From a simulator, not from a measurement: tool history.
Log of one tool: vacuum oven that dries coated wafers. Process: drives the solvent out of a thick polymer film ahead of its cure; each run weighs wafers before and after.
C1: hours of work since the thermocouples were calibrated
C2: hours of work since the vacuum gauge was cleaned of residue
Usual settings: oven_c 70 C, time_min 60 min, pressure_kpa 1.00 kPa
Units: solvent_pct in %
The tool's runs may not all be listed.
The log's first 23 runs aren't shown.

Run 24, hour 195.5: usual settings but oven_c 68 C; C1 388; C2 369. Result: solvent_pct 3.01 %.
Run 25, hour 203.2: usual settings but oven_c 68 C; C1 392; C2 374. Result: solvent_pct 3.05 %.
Run 26, hour 212.7: usual settings but oven_c 74 C, time_min 43 min, pressure_kpa 1.20 kPa; C1 397; C2 379. Result: solvent_pct 3.48 %.
Run 27, hour 224.0: usual settings but oven_c 68 C, pressure_kpa 1.31 kPa; C1 404; C2 386. Result: solvent_pct 3.10 %.
Run 28, hour 232.6: usual settings but oven_c 68 C, time_min 107 min, pressure_kpa 1.05 kPa; C1 409; C2 390. Result: solvent_pct 0.97 %.
Run 29, hour 240.9: usual settings but oven_c 68 C, time_min 107 min, pressure_kpa 1.05 kPa; C1 413; C2 395. Result: solvent_pct 0.89 %.
Run 30, hour 246.2: usual settings but pressure_kpa 1.99 kPa; C1 417; C2 398. Result: solvent_pct 2.88 %.
Run 31, hour 255.3: usual settings but oven_c 60 C, time_min 70 min; C1 422; C2 403. Result: solvent_pct 4.44 %.

3 ways to go on from here, each from the tool as it stands after run 31. What would each give?
Run A, hour 267.0: usual settings but oven_c 67 C, time_min 70 min, pressure_kpa 1.60 kPa; C1 428; C2 410. Result: solvent_pct ?.
Run B, hour 267.0: usual settings but oven_c 57 C; C1 428; C2 410. Result: solvent_pct ?.
Run C, hour 267.0: usual settings but oven_c 81 C, time_min 70 min, pressure_kpa 0.78 kPa; C1 428; C2 410. Result: solvent_pct ?.

run  solvent_pct
  A         2.71
  B         6.34
  C         0.48
Without the tool's hidden state the same runs would have given:
run  solvent_pct
  A         2.90
  B         6.64
  C         0.52
